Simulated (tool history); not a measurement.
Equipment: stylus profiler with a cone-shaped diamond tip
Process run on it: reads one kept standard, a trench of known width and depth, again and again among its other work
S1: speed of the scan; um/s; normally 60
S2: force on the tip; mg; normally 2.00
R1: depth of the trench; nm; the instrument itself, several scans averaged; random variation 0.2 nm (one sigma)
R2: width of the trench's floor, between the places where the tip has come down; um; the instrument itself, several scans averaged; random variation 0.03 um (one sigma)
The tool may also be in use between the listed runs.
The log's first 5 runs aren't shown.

run	day	S1	S2	R1	R2
6	11.008	60	2.00	1014.85	45.57
7	12.796	22	2.00	1014.96	45.87
8	15.350	22	2.00	1014.94	45.79
# day 16.183: new tip fitted, height scale calibrated
9	16.962	22	2.00	1014.57	45.87
10	19.433	22	2.00	1014.81	45.89
11	21.121	60	2.90	1019.04	45.63
12	23.154	60	2.90	1019.28	45.64
13	24.929	60	2.00	1014.32	45.59
14	27.262	60	2.00	1014.53	45.59
15	29.971	60	2.00	1014.71	45.58
16	32.046	60	3.55	1021.63	45.67
17	34.842	59	0.87	1008.45	45.38
18	37.562	44	2.32	1016.70	45.67
19	40.350	94	4.54	1026.14	45.51
20	42.796	94	4.54	1025.70	45.53

What will run 21 give?
21	45.196	199	1.15	?	?

{"run 21": {"R1": 1010.01, "R2": 44.23}}
With the hidden condition absent and the run-to-run variation left alone, this run would have shown R1 1010.01 nm, R2 44.24 um.
